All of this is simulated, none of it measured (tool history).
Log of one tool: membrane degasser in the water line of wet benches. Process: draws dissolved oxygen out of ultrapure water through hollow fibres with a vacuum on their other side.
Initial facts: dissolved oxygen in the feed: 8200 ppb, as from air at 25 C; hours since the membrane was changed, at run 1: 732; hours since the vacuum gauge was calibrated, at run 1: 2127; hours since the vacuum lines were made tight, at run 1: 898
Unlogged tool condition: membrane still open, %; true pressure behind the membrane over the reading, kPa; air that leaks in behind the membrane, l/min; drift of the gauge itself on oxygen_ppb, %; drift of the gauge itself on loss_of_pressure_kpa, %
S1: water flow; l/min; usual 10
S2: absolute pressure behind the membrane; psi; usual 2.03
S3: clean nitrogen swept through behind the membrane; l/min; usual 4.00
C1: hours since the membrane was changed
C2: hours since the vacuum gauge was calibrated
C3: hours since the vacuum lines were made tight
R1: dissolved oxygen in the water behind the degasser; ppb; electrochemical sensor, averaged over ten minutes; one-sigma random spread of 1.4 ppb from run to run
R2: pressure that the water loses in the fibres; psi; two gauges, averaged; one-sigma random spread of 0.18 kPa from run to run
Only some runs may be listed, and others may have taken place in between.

| run | hour | S1 | S2 | S3 | C1 | C2 | C3 | R1 | R2 |
|---|---|---|---|---|---|---|---|---|---|
| 1 | 0.0 | 10 | 2.03 | 4.00 | 732 | 2127 | 898 | 138.7 | 4.515 |
| 2 | 56.6 | 10 | 3.21 | 4.00 | 788 | 2184 | 954 | 183.7 | 4.443 |
| 3 | 146.0 | 10 | 3.21 | 4.00 | 878 | 2273 | 1044 | 189.2 | 4.466 |
| 4 | 234.6 | 10 | 3.21 | 4.00 | 966 | 2362 | 1132 | 188.5 | 4.460 |
| 5 | 332.1 | 10 | 2.03 | 4.00 | 1064 | 2459 | 1230 | 142.9 | 4.457 |
| 6 | 427.0 | 10 | 2.80 | 4.00 | 1159 | 2554 | 1325 | 175.3 | 4.522 |
| 7 | 523.3 | 10 | 2.80 | 4.00 | 1255 | 2651 | 1421 | 175.1 | 4.470 |
| 8 | 626.6 | 10 | 2.03 | 4.00 | 1358 | 2754 | 1524 | 145.1 | 4.524 |
| 9 | 694.3 | 10 | 4.21 | 4.00 | 1426 | 2822 | 1592 | 234.8 | 4.512 |
| 10 | 778.4 | 10 | 1.60 | 4.00 | 1510 | 2906 | 1676 | 126.2 | 4.495 |
|  | 788.5 | vacuum gauge calibrated |
| 11 | 855.1 | 10 | 1.60 | 4.00 | 1586 | 67 | 1752 | 126.0 | 4.519 |
| 12 | 958.6 | 10 | 1.60 | 4.00 | 1690 | 170 | 1856 | 125.2 | 4.557 |
| 13 | 1057.6 | 10 | 1.60 | 4.00 | 1789 | 269 | 1955 | 128.1 | 4.524 |
|  | 1086.9 | vacuum gauge calibrated, once more |
| 14 | 1112.4 | 10 | 1.60 | 4.00 | 1843 | 25 | 2009 | 123.3 | 4.486 |
| 15 | 1175.3 | 10 | 2.03 | 4.00 | 1906 | 88 | 2072 | 141.9 | 4.527 |
| 16 | 1233.4 | 8 | 2.03 | 2.24 | 1964 | 147 | 2130 | 135.8 | 3.585 |
| 17 | 1332.8 | 16 | 1.49 | 2.24 | 2064 | 246 | 2229 | 348.2 | 7.169 |

Hidden condition of the tool, last listed run before each entry between runs versus first listed run after:
Between runs 10 and 11: vacuum gauge calibrated (hour 788.5)
  true pressure behind the membrane over the reading, kPa: 0.18 -> 0.28; air that leaks in behind the membrane, l/min: 0.007 -> 0.0071
  what was measured, less what the result would be without the hidden state, R1: +6.3 -> +7.1 ppb; R2: +0.057 -> +0.059 psi
Between runs 13 and 14: vacuum gauge calibrated, once more (hour 1086.9)
  true pressure behind the membrane over the reading, kPa: 0.3 -> -0.02; air that leaks in behind the membrane, l/min: 0.0076 -> 0.0077
  what was measured, less what the result would be without the hidden state, R1: +7.8 -> +6.0 ppb; R2: +0.068 -> +0.070 psi
